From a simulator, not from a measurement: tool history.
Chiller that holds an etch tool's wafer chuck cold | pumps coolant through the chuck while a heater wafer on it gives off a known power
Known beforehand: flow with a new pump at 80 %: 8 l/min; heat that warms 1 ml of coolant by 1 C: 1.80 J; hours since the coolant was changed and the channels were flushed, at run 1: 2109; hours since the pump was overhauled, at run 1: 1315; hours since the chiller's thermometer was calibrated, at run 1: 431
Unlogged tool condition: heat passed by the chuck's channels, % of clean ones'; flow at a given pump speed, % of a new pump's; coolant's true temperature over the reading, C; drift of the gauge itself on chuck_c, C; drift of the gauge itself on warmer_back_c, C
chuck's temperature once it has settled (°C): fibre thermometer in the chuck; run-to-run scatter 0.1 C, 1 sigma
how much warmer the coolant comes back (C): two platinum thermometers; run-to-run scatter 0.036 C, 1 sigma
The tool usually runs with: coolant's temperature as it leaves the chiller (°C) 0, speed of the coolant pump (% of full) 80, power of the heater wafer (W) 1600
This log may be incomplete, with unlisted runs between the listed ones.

run     day  coolant's temperature as it leaves the chiller (°C)  speed of the coolant pump (% of full)  power of the heater wafer (W)  hours since the coolant was changed and the channels were flushed  hours since the pump was overhauled  hours since the chiller's thermometer was calibrated  chuck's temperature once it has settled (°C)  how much warmer the coolant comes back (C)
  1   0.000                                                    0                                     80                           1600                                                               2109                                 1315                                                   431                                          14.0                                        6.69
  2   2.004                                                    0                                     80                           2393                                                               2157                                 1363                                                   479                                          21.2                                        9.95
  3   5.079                                                    0                                     80                           1600                                                               2231                                 1437                                                   552                                          14.3                                        6.61
  4   7.262                                                    0                                     80                           1600                                                               2283                                 1489                                                   605                                          14.2                                        6.66
  5  10.708                                                    0                                     80                           1600                                                               2366                                 1572                                                   688                                          14.3                                        6.70
  6  14.321                                                    0                                     80                           1600                                                               2453                                 1659                                                   774                                          14.0                                        6.64
  7  17.404                                                    0                                     90                           1600                                                               2527                                 1733                                                   848                                          13.0                                        5.82
  8  19.621                                                    0                                     90                           1600                                                               2580                                 1786                                                   901                                          13.0                                        5.84
  9  22.608                                                   -6                                     90                           1600                                                               2652                                 1858                                                   973                                           7.2                                        5.78
 10  25.088                                                   -6                                     90                           1600                                                               2711                                 1917                                                  1033                                           7.0                                        5.82
 11  28.054                                                   -6                                     90                           1600                                                               2782                                 1988                                                  1104                                           7.1                                        5.74
 12  31.371                                                    0                                     80                           1600                                                               2862                                 2068                                                  1183                                          14.2                                        6.54
 13  35.138                                                    0                                     80                           1600                                                               2952                                 2158                                                  1274                                          14.1                                        6.60
 14  37.829                                                    0                                     80                           1600                                                               3017                                 2223                                                  1338                                          14.1                                        6.60
 15  39.746                                                    0                                     73                           1600                                                               3063                                 2269                                                  1384                                          15.2                                        7.22
 16  42.550                                                    0                                     73                           1600                                                               3130                                 2336                                                  1452                                          14.9                                        7.26
 17  45.429                                                    7                                     72                            839                                                               3199                                 2405                                                  1521                                          14.8                                        3.80
 18  47.275                                                   10                                     81                           1600                                                               3244                                 2450                                                  1565                                          24.0                                        6.41
 19  50.388                                                   10                                     81                           1600                                                               3318                                 2524                                                  1640                                          24.0                                        6.41
 20  53.683                                                   10                                     81                           1600                                                               3397                                 2603                                                  1719                                          24.1                                        6.43
 21  57.300                                                   10                                     81                           1600                                                               3484                                 2690                                                  1806                                          24.2                                        6.41
 22  60.554                                                    6                                     60                           1600                                                               3562                                 2768                                                  1884                                          23.2                                        8.87
 23  63.558                                                  -10                                     79                           2240                                                               3634                                 2840                                                  1956                                           9.9                                        9.29
 24  66.846                                                  -10                                     79                           2240                                                               3713                                 2919                                                  2035                                           9.9                                        9.27
 25  69.025                                                   -9                                     80                           1089                                                               3766                                 2972                                                  2087                                           0.6                                        4.31
 26  70.817                                                    0                                     86                           1011                                                               3809                                 3015                                                  2130                                           8.6                                        3.68
 27  74.300                                                   -3                                     91                           1063                                                               3892                                 3098                                                  2214                                           5.6                                        3.63
 28  76.521                                                    0                                     89                           1600                                                               3946                                 3152                                                  2267                                          13.3                                        5.72
 29  79.871                                                    0                                     68                           1513                                                               4026                                 3232                                                  2347                                          15.0                                        7.27
 30  83.825                                                   -3                                     87                           1099                                                               4121                                 3327                                                  2442                                           6.2                                        3.91
 31  86.721                                                    0                                     61                           1600                                                               4190                                 3396                                                  2512                                          17.0                                        8.72

Some steps in how much warmer the coolant comes back (C), run to run, broken into two amounts with sign: the step expected even without the hidden condition (settings, incoming material, random variation), and the rest, left for the hidden condition together with whatever gauge scatter is not in both the measured and the hidden-condition-free result:
Run 2 -> 3: power of the heater wafer (W) 2393 -> 1600. how much warmer the coolant comes back (C) -3.34: hidden state -0.02, all else -3.32.
Run 11 -> 12: coolant's temperature as it leaves the chiller (°C) -6 -> 0, speed of the coolant pump (% of full) 90 -> 80. how much warmer the coolant comes back (C) +0.80: hidden state -0.02, all else +0.82.
Run 16 -> 17: coolant's temperature as it leaves the chiller (°C) 0 -> 7, speed of the coolant pump (% of full) 73 -> 72, power of the heater wafer (W) 1600 -> 839. how much warmer the coolant comes back (C) -3.46: hidden state +0.00, all else -3.46.
Run 24 -> 25: coolant's temperature as it leaves the chiller (°C) -10 -> -9, speed of the coolant pump (% of full) 79 -> 80, power of the heater wafer (W) 2240 -> 1089. how much warmer the coolant comes back (C) -4.96: hidden state -0.02, all else -4.94.
Run 30 -> 31: coolant's temperature as it leaves the chiller (°C) -3 -> 0, speed of the coolant pump (% of full) 87 -> 61, power of the heater wafer (W) 1099 -> 1600. how much warmer the coolant comes back (C) +4.81: hidden state +0.00, all else +4.81.
